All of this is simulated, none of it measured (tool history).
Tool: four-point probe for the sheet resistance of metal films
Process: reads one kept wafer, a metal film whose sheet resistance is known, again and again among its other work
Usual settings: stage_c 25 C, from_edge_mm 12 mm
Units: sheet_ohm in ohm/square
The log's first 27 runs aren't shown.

run	hour	stage_c	from_edge_mm	sheet_ohm
28	1452.3	25	34	1.202520
29	1523.2	30	6	1.220222
30	1575.6	19	11	1.207871
31	1615.5	19	11	1.208328
32	1649.0	21	15	1.205790
33	1712.2	21	15	1.206743
34	1778.9	23	12	1.208519
35	1834.9	23	12	1.208466
36	1899.0	29	6	1.221894
37	1966.5	21	73	1.205047
38	2018.5	21	73	1.205349
39	2091.6	33	40	1.205891
# hour 2096.7: stage's thermometer calibrated
40	2127.1	22	36	1.205083
41	2196.0	30	3	1.272989

Forecast each of these 3 alternatives for the next run:
A	2235.0	27	21	?
B	2235.0	22	31	?
C	2235.0	32	5	?

run	sheet_ohm
A	1.206404
B	1.206120
C	1.230780
Without the tool's hidden state the same runs would have given:
run	sheet_ohm
A	1.191823
B	1.191538
C	1.215931
